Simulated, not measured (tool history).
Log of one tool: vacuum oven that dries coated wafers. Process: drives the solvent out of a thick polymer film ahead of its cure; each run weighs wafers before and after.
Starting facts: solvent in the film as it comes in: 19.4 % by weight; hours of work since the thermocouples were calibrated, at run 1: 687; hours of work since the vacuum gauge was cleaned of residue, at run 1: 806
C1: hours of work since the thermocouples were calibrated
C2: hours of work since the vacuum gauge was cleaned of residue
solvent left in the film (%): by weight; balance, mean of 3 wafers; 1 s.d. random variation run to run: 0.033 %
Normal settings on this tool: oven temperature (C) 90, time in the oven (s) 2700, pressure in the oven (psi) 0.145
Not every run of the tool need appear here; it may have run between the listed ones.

run 1 day=0 | oven_temperature_(C)=90 time_in_the_oven_(s)=2700 pressure_in_the_oven_(psi)=0.145 | C1=687 C2=806 | solvent_left_in_the_film_(%)=2.4
run 2 day=3.762 | oven_temperature_(C)=90 time_in_the_oven_(s)=2700 pressure_in_the_oven_(psi)=0.145 | C1=725 C2=845 | solvent_left_in_the_film_(%)=2.39
run 3 day=8.125 | oven_temperature_(C)=76 time_in_the_oven_(s)=2700 pressure_in_the_oven_(psi)=0.145 | C1=770 C2=889 | solvent_left_in_the_film_(%)=7.15
run 4 day=10.288 | oven_temperature_(C)=76 time_in_the_oven_(s)=2700 pressure_in_the_oven_(psi)=0.145 | C1=792 C2=911 | solvent_left_in_the_film_(%)=7.17
run 5 day=13.6 | oven_temperature_(C)=90 time_in_the_oven_(s)=3360 pressure_in_the_oven_(psi)=0.145 | C1=826 C2=945 | solvent_left_in_the_film_(%)=1.69
run 6 day=16.029 | oven_temperature_(C)=90 time_in_the_oven_(s)=2700 pressure_in_the_oven_(psi)=0.145 | C1=850 C2=970 | solvent_left_in_the_film_(%)=2.45
run 7 day=18.1 | oven_temperature_(C)=90 time_in_the_oven_(s)=2700 pressure_in_the_oven_(psi)=0.145 | C1=872 C2=991 | solvent_left_in_the_film_(%)=2.52
-- day=18.588 oven's thermocouples calibrated
run 8 day=23.025 | oven_temperature_(C)=90 time_in_the_oven_(s)=2700 pressure_in_the_oven_(psi)=0.145 | C1=45 C2=1041 | solvent_left_in_the_film_(%)=2.76
-- day=26.321 oven's thermocouples calibrated, once more
run 9 day=26.608 | oven_temperature_(C)=90 time_in_the_oven_(s)=2700 pressure_in_the_oven_(psi)=0.145 | C1=3 C2=1076 | solvent_left_in_the_film_(%)=2.13
run 10 day=29.65 | oven_temperature_(C)=97 time_in_the_oven_(s)=2700 pressure_in_the_oven_(psi)=0.145 | C1=34 C2=1107 | solvent_left_in_the_film_(%)=0.93
-- day=33.312 vacuum gauge cleaned of residue and calibrated
run 11 day=34.062 | oven_temperature_(C)=97 time_in_the_oven_(s)=4680 pressure_in_the_oven_(psi)=0.145 | C1=78 C2=8 | solvent_left_in_the_film_(%)=0.28
run 12 day=36.725 | oven_temperature_(C)=97 time_in_the_oven_(s)=4680 pressure_in_the_oven_(psi)=0.145 | C1=106 C2=35 | solvent_left_in_the_film_(%)=0.32
run 13 day=39.012 | oven_temperature_(C)=90 time_in_the_oven_(s)=3720 pressure_in_the_oven_(psi)=0.435 | C1=129 C2=58 | solvent_left_in_the_film_(%)=1.79
run 14 day=41.675 | oven_temperature_(C)=79 time_in_the_oven_(s)=2280 pressure_in_the_oven_(psi)=0.273 | C1=156 C2=85 | solvent_left_in_the_film_(%)=6.94
run 15 day=44.621 | oven_temperature_(C)=103 time_in_the_oven_(s)=2700 pressure_in_the_oven_(psi)=0.112 | C1=186 C2=116 | solvent_left_in_the_film_(%)=0.39

Same runs, no hidden state in the tool, same run-to-run variation:
Hidden state at play: true wafer temperature over the reading, C; true pressure over the reading, kPa; drift of the gauge itself on solvent_pct, %.
run=1 solvent_left_in_the_film_(%)=1.92
run=2 solvent_left_in_the_film_(%)=1.88
run=3 solvent_left_in_the_film_(%)=6.33
run=4 solvent_left_in_the_film_(%)=6.33
run=5 solvent_left_in_the_film_(%)=1.22
run=6 solvent_left_in_the_film_(%)=1.86
run=7 solvent_left_in_the_film_(%)=1.9
run=8 solvent_left_in_the_film_(%)=1.92
run=9 solvent_left_in_the_film_(%)=1.87
run=10 solvent_left_in_the_film_(%)=0.74
run=11 solvent_left_in_the_film_(%)=0.27
run=12 solvent_left_in_the_film_(%)=0.3
run=13 solvent_left_in_the_film_(%)=1.66
run=14 solvent_left_in_the_film_(%)=6.62
run=15 solvent_left_in_the_film_(%)=0.34

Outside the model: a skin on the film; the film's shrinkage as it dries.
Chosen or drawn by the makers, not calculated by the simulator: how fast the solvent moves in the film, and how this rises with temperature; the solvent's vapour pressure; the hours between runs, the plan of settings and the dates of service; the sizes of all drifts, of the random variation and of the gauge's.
